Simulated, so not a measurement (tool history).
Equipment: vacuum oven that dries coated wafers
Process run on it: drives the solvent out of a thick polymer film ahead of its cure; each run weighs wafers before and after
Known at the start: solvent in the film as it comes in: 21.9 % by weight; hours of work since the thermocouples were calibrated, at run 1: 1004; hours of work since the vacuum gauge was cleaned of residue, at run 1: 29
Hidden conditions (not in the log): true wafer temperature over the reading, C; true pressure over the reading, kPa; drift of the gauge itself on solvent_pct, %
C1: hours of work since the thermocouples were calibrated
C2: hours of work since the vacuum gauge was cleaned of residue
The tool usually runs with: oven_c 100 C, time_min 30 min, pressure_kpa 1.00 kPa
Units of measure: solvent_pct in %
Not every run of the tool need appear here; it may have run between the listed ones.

{"run": 1, "day": 0.0, "oven_c": 100, "time_min": 30, "pressure_kpa": 1.0, "C1": 1004, "C2": 29, "solvent_pct": 3.54}
{"run": 2, "day": 0.604, "oven_c": 100, "time_min": 30, "pressure_kpa": 2.85, "C1": 1010, "C2": 36, "solvent_pct": 4.11}
{"run": 3, "day": 1.079, "oven_c": 100, "time_min": 25, "pressure_kpa": 2.85, "C1": 1015, "C2": 41, "solvent_pct": 5.2}
{"run": 4, "day": 1.8, "oven_c": 100, "time_min": 30, "pressure_kpa": 1.0, "C1": 1023, "C2": 49, "solvent_pct": 3.54}
{"run": 5, "day": 2.138, "oven_c": 100, "time_min": 30, "pressure_kpa": 1.0, "C1": 1027, "C2": 52, "solvent_pct": 3.72}
{"run": 6, "day": 2.779, "oven_c": 100, "time_min": 30, "pressure_kpa": 1.0, "C1": 1034, "C2": 59, "solvent_pct": 3.68}
{"run": 7, "day": 3.146, "oven_c": 100, "time_min": 30, "pressure_kpa": 1.0, "C1": 1038, "C2": 63, "solvent_pct": 3.62}
{"run": 8, "day": 3.854, "oven_c": 100, "time_min": 30, "pressure_kpa": 1.0, "C1": 1045, "C2": 71, "solvent_pct": 3.62}
{"run": 9, "day": 4.462, "oven_c": 100, "time_min": 30, "pressure_kpa": 2.91, "C1": 1052, "C2": 78, "solvent_pct": 4.3}
{"run": 10, "day": 5.079, "oven_c": 100, "time_min": 30, "pressure_kpa": 1.33, "C1": 1059, "C2": 84, "solvent_pct": 3.85}
{"run": 11, "day": 5.4, "oven_c": 111, "time_min": 30, "pressure_kpa": 1.0, "C1": 1062, "C2": 88, "solvent_pct": 1.42}
{"run": 12, "day": 5.962, "oven_c": 111, "time_min": 15, "pressure_kpa": 0.66, "C1": 1068, "C2": 94, "solvent_pct": 4.75}
{"run": 13, "day": 6.412, "oven_c": 114, "time_min": 15, "pressure_kpa": 2.66, "C1": 1073, "C2": 99, "solvent_pct": 4.49}
{"run": 14, "day": 6.812, "oven_c": 100, "time_min": 16, "pressure_kpa": 1.66, "C1": 1078, "C2": 103, "solvent_pct": 7.82}
{"run": 15, "day": 7.254, "oven_c": 93, "time_min": 47, "pressure_kpa": 2.33, "C1": 1082, "C2": 108, "solvent_pct": 3.59}

4 ways to go on from here, each from the tool as it stands after run 15. What would each give?
{"run": "A", "day": 7.904, "oven_c": 100, "time_min": 18, "pressure_kpa": 1.0, "C1": 1090, "C2": 115, "solvent_pct": "?"}
{"run": "B", "day": 7.904, "oven_c": 94, "time_min": 21, "pressure_kpa": 1.67, "C1": 1090, "C2": 115, "solvent_pct": "?"}
{"run": "C", "day": 7.904, "oven_c": 113, "time_min": 47, "pressure_kpa": 2.3, "C1": 1090, "C2": 115, "solvent_pct": "?"}
{"run": "D", "day": 7.904, "oven_c": 93, "time_min": 29, "pressure_kpa": 2.33, "C1": 1090, "C2": 115, "solvent_pct": "?"}

run=A solvent_pct=6.87
run=B solvent_pct=7.77
run=C solvent_pct=0.84
run=D solvent_pct=6.26
Had the tool no hidden state, the same runs would have come out as:
run=A solvent_pct=6.86
run=B solvent_pct=7.76
run=C solvent_pct=0.84
run=D solvent_pct=6.25

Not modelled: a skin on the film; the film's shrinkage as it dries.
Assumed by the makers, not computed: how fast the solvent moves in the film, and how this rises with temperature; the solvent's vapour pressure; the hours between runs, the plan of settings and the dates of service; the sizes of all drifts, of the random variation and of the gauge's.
